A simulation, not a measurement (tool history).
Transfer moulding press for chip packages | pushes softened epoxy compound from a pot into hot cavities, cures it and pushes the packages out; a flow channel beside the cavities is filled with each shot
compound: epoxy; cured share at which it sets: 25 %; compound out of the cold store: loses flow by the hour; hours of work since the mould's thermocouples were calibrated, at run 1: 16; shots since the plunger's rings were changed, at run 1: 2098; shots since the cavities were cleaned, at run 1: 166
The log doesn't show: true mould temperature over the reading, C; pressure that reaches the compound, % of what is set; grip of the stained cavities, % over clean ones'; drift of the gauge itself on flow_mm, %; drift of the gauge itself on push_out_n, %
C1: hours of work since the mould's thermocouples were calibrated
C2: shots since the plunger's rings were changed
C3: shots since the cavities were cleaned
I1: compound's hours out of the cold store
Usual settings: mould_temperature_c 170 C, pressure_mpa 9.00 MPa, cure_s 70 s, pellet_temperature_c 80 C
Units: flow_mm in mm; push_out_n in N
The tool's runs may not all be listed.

run 1 hour=0.0 | mould_temperature_c=170 pressure_mpa=9.00 cure_s=70 pellet_temperature_c=80 | C1=16 C2=2098 C3=166 | I1=23.3 | flow_mm=708 push_out_n=652
run 2 hour=43.7 | mould_temperature_c=170 pressure_mpa=9.00 cure_s=70 pellet_temperature_c=80 | C1=36 C2=2529 C3=597 | I1=26.7 | flow_mm=686 push_out_n=854
-- hour=56.6 cavities cleaned with cleaning compound and waxed
run 3 hour=78.8 | mould_temperature_c=170 pressure_mpa=9.00 cure_s=70 pellet_temperature_c=80 | C1=51 C2=2860 C3=218 | I1=10.7 | flow_mm=757 push_out_n=1137
-- hour=94.0 plunger's sealing rings changed
run 4 hour=106.6 | mould_temperature_c=170 pressure_mpa=9.00 cure_s=70 pellet_temperature_c=80 | C1=62 C2=125 C3=468 | I1=24.3 | flow_mm=743 push_out_n=1124
-- hour=132.0 cavities cleaned with cleaning compound and waxed
run 5 hour=150.3 | mould_temperature_c=170 pressure_mpa=9.00 cure_s=70 pellet_temperature_c=80 | C1=81 C2=540 C3=180 | I1=24.2 | flow_mm=728 push_out_n=646
run 6 hour=174.2 | mould_temperature_c=173 pressure_mpa=9.00 cure_s=70 pellet_temperature_c=80 | C1=92 C2=776 C3=416 | I1=35.4 | flow_mm=679 push_out_n=643
-- hour=179.5 cavities cleaned with cleaning compound and waxed, once more
run 7 hour=200.9 | mould_temperature_c=173 pressure_mpa=9.00 cure_s=70 pellet_temperature_c=80 | C1=104 C2=1024 C3=211 | I1=18.9 | flow_mm=740 push_out_n=581
run 8 hour=250.3 | mould_temperature_c=173 pressure_mpa=9.00 cure_s=70 pellet_temperature_c=80 | C1=126 C2=1511 C3=698 | I1=13.9 | flow_mm=757 push_out_n=789
-- hour=254.2 cavities cleaned with cleaning compound and waxed
run 9 hour=281.3 | mould_temperature_c=173 pressure_mpa=9.00 cure_s=70 pellet_temperature_c=80 | C1=140 C2=1802 C3=267 | I1=29.8 | flow_mm=694 push_out_n=583
run 10 hour=311.9 | mould_temperature_c=173 pressure_mpa=9.00 cure_s=70 pellet_temperature_c=80 | C1=153 C2=2103 C3=568 | I1=19.5 | flow_mm=722 push_out_n=720
-- hour=329.6 cavities cleaned with cleaning compound and waxed
run 11 hour=362.0 | mould_temperature_c=173 pressure_mpa=9.00 cure_s=70 pellet_temperature_c=80 | C1=176 C2=2582 C3=318 | I1=40.4 | flow_mm=629 push_out_n=614
run 12 hour=390.0 | mould_temperature_c=173 pressure_mpa=9.00 cure_s=70 pellet_temperature_c=80 | C1=188 C2=2859 C3=595 | I1=36.7 | flow_mm=633 push_out_n=694
-- hour=404.0 plunger's sealing rings changed
-- hour=405.5 cavities cleaned with cleaning compound and waxed
run 13 hour=432.3 | mould_temperature_c=170 pressure_mpa=9.00 cure_s=70 pellet_temperature_c=79 | C1=206 C2=264 C3=264 | I1=24.8 | flow_mm=726 push_out_n=717
-- hour=478.6 cavities cleaned with cleaning compound and waxed
run 14 hour=478.6 | mould_temperature_c=170 pressure_mpa=9.00 cure_s=70 pellet_temperature_c=79 | C1=226 C2=705 C3=0 | I1=34.6 | flow_mm=673 push_out_n=532
run 15 hour=524.1 | mould_temperature_c=175 pressure_mpa=9.17 cure_s=66 pellet_temperature_c=74 | C1=247 C2=1154 C3=449 | I1=22.7 | flow_mm=725 push_out_n=706
-- hour=553.8 cavities cleaned with cleaning compound and waxed
run 16 hour=575.0 | mould_temperature_c=164 pressure_mpa=9.17 cure_s=66 pellet_temperature_c=77 | C1=269 C2=1641 C3=209 | I1=46.2 | flow_mm=638 push_out_n=1049
run 17 hour=610.3 | mould_temperature_c=170 pressure_mpa=7.23 cure_s=75 pellet_temperature_c=80 | C1=285 C2=1989 C3=557 | I1=22.3 | flow_mm=641 push_out_n=714
-- hour=628.4 cavities cleaned with cleaning compound and waxed
run 18 hour=641.9 | mould_temperature_c=170 pressure_mpa=7.23 cure_s=75 pellet_temperature_c=80 | C1=299 C2=2285 C3=132 | I1=37.1 | flow_mm=583 push_out_n=509
run 19 hour=676.1 | mould_temperature_c=170 pressure_mpa=8.66 cure_s=71 pellet_temperature_c=71 | C1=314 C2=2623 C3=470 | I1=26.9 | flow_mm=675 push_out_n=783
-- hour=701.9 cavities cleaned with cleaning compound and waxed
-- hour=715.2 plunger's sealing rings changed
run 20 hour=716.9 | mould_temperature_c=170 pressure_mpa=8.66 cure_s=71 pellet_temperature_c=71 | C1=331 C2=16 C3=123 | I1=42.9 | flow_mm=643 push_out_n=561
run 21 hour=752.4 | mould_temperature_c=178 pressure_mpa=9.10 cure_s=94 pellet_temperature_c=70 | C1=347 C2=366 C3=473 | I1=15.8 | flow_mm=758 push_out_n=552
-- hour=781.1 cavities cleaned with cleaning compound and waxed
run 22 hour=787.1 | mould_temperature_c=178 pressure_mpa=9.10 cure_s=94 pellet_temperature_c=70 | C1=362 C2=693 C3=59 | I1=42.8 | flow_mm=645 push_out_n=384
run 23 hour=826.5 | mould_temperature_c=164 pressure_mpa=9.00 cure_s=53 pellet_temperature_c=80 | C1=380 C2=1082 C3=448 | I1=15.2 | flow_mm=770 push_out_n=2155
-- hour=857.1 cavities cleaned with cleaning compound and waxed
run 24 hour=859.1 | mould_temperature_c=178 pressure_mpa=8.51 cure_s=51 pellet_temperature_c=88 | C1=394 C2=1388 C3=20 | I1=40.1 | flow_mm=621 push_out_n=656
run 25 hour=888.5 | mould_temperature_c=178 pressure_mpa=8.51 cure_s=51 pellet_temperature_c=88 | C1=408 C2=1679 C3=311 | I1=18.3 | flow_mm=697 push_out_n=961
-- hour=931.4 cavities cleaned with cleaning compound and waxed
run 26 hour=932.0 | mould_temperature_c=175 pressure_mpa=9.83 cure_s=70 pellet_temperature_c=80 | C1=427 C2=2092 C3=5 | I1=13.6 | flow_mm=779 push_out_n=426
run 27 hour=954.6 | mould_temperature_c=170 pressure_mpa=9.00 cure_s=54 pellet_temperature_c=80 | C1=437 C2=2315 C3=228 | I1=32.3 | flow_mm=653 push_out_n=1238

3 ways to go on from here, each from the tool as it stands after run 27. What would each give?
run A hour=987.0 | mould_temperature_c=168 pressure_mpa=9.00 cure_s=73 pellet_temperature_c=80 | C1=452 C2=2634 C3=547 | I1=36.4 | flow_mm=? push_out_n=?
run B hour=987.0 | mould_temperature_c=166 pressure_mpa=9.00 cure_s=70 pellet_temperature_c=80 | C1=452 C2=2634 C3=547 | I1=24.8 | flow_mm=? push_out_n=?
run C hour=987.0 | mould_temperature_c=174 pressure_mpa=9.00 cure_s=70 pellet_temperature_c=80 | C1=452 C2=2634 C3=547 | I1=9.1 | flow_mm=? push_out_n=?

run=A flow_mm=646 push_out_n=739
run=B flow_mm=711 push_out_n=1040
run=C flow_mm=756 push_out_n=689
Without the tool's hidden state the same runs would have given:
run=A flow_mm=686 push_out_n=487
run=B flow_mm=754 push_out_n=700
run=C flow_mm=802 push_out_n=448
